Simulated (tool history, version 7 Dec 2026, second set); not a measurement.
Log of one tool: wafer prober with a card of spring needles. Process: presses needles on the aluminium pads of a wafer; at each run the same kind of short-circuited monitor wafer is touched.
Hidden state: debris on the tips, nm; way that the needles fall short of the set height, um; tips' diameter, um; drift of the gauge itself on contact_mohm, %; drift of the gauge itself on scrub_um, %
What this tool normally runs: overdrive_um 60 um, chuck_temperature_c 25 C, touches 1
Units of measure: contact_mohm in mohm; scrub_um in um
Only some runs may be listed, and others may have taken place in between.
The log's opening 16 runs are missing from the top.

run	hour	overdrive_um	chuck_temperature_c	touches	touches since the tips were cleaned	cleanings since the card got new needles	touches since the first contact's height was set	contact_mohm	scrub_um
17	144.2	71	25	1	4185	24	182120	172	14.15
# hour 151.6: tips cleaned on abrasive film
18	151.6	71	25	1	0	25	184855	171	14.14
19	163.0	71	25	1	4254	25	189109	170	14.10
# hour 170.9: tips cleaned on abrasive film
20	172.0	71	25	1	410	26	192429	173	14.20
21	178.9	59	25	3	2995	26	195014	173	11.87
22	185.3	61	35	1	5394	26	197413	176	12.26
# hour 190.2: tips cleaned on abrasive film
23	190.7	45	70	2	202	27	199400	192	9.00
24	203.0	45	29	2	4789	27	203987	183	8.97
# hour 208.9: tips cleaned on abrasive film
25	213.5	60	61	1	1741	28	207898	181	11.98
26	226.4	74	74	1	6561	28	212718	183	14.74
# hour 227.8: tips cleaned on abrasive film
27	234.6	61	28	2	2558	29	215762	173	12.13
28	241.9	61	28	2	5270	29	218474	175	12.18
# hour 246.8: tips cleaned on abrasive film
29	251.9	77	101	3	1914	30	222196	187	15.36
# hour 259.4: height of the first contact set anew
30	263.7	77	101	3	6217	30	1629	185	15.24
# hour 266.6: tips cleaned on abrasive film
31	269.3	70	46	1	990	31	3663	177	13.93

4 ways to go on from here, each from the tool as it stands after run 31. What would each give?
A	280.7	68	25	1	5288	31	7961	?	?
B	280.7	70	35	3	5288	31	7961	?	?
C	280.7	70	46	3	5288	31	7961	?	?
D	280.7	41	29	1	5288	31	7961	?	?

run	contact_mohm	scrub_um
A	172	13.45
B	172	13.90
C	175	13.92
D	184	8.16
Without the tool's unlogged condition, the same runs would have read:
run	contact_mohm	scrub_um
A	171	13.45
B	172	13.90
C	174	13.92
D	183	8.16
